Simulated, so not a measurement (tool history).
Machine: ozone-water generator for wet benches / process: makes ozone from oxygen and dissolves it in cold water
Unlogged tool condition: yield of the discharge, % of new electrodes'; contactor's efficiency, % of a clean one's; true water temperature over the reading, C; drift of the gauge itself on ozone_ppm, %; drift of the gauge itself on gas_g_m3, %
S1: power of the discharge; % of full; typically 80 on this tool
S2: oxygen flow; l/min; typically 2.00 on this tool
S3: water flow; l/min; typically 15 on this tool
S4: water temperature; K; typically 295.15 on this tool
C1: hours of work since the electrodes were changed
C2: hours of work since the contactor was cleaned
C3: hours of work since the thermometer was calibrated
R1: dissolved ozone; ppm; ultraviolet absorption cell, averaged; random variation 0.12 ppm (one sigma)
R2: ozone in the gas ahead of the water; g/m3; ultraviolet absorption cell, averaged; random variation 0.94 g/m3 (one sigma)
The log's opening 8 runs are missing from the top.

run   hour  S1    S2  S3      S4   C1    C2    C3    R1     R2
  9  241.0  46  2.00  19  295.15  312  1967  2655   6.1   96.1
 10  265.6  46  2.00  19  295.15  330  1986  2674   6.2   96.6
 11  299.4  80  2.00  15  295.15  356  2011  2699  12.2  157.6
 12  325.7  80  1.69  15  295.15  376  2031  2719  11.4  169.2
 13  355.9  41  2.00  15  295.15  399  2054  2742   6.8   86.3
 14  374.4  80  2.00  12  295.15  413  2068  2756  14.4  159.5
 15  394.3  80  2.00  12  295.15  428  2083  2771  14.6  157.9
 16  432.0  80  2.00  12  295.15  456  2112  2799  14.7  158.8
 17  462.7  80  2.00  12  295.15  479  2135  2823  14.4  158.9
 18  481.3  45  1.31  12  303.15  493  2149  2837   6.9  111.1
 19  519.9  70  2.00  15  295.15  523  2178  2866  10.8  140.3
 20  549.9  61  1.09  15  295.15  545  2201  2889   7.6  157.3
 21  581.2  57  1.09  15  295.15  569  2224  2912   7.2  147.5
 22  597.5  51  3.36  15  290.15  581  2237  2925   9.9   87.5
 23  625.6  80  1.55  13  295.15  603  2258  2946  13.0  175.9
 24  643.9  53  2.77  15  295.15  616  2272  2960   9.2   97.6
 25  668.1  58  2.07  21  295.15  635  2290  2978   6.8  117.1
 26  686.0  41  2.08  10  290.15  648  2304  2992   9.8   86.3
 27  724.5  41  2.08  10  290.15  677  2333  3021   9.5   86.0
 28  757.2  96  1.38  16  289.15  702  2357  3045  12.6  216.0
 29  780.8  96  1.38  16  289.15  720  2375  3063  12.5  216.8
 30  810.0  69  2.90  15  295.15  742  2397  3085  11.6  120.9
 31  843.2  80  2.00  13  290.15  767  2423  3110  14.3  158.0
 32  870.1  80  1.17  15  288.15  787  2443  3131  10.6  195.0

Forecast each of these 5 alternatives for the next run:
  A  893.7  80  2.59  15  302.15  805  2461  3149   ?   ?
  B  893.7  70  1.17  15  288.15  805  2461  3149   ?   ?
  C  893.7  80  1.17  16  288.15  805  2461  3149   ?   ?
  D  893.7  80  2.45  23  288.15  805  2461  3149   ?   ?
  E  893.7  80  2.00  16  301.15  805  2461  3149   ?   ?

run    R1     R2
  A  12.1  144.3
  B   9.5  173.2
  C  10.0  194.7
  D   9.6  147.1
  E  10.9  161.3
Stripped of hidden state, with their random variation kept, the same runs would have yielded:
run    R1     R2
  A  12.1  144.4
  B   9.5  173.2
  C  10.0  194.8
  D   9.6  147.1
  E  10.9  161.3
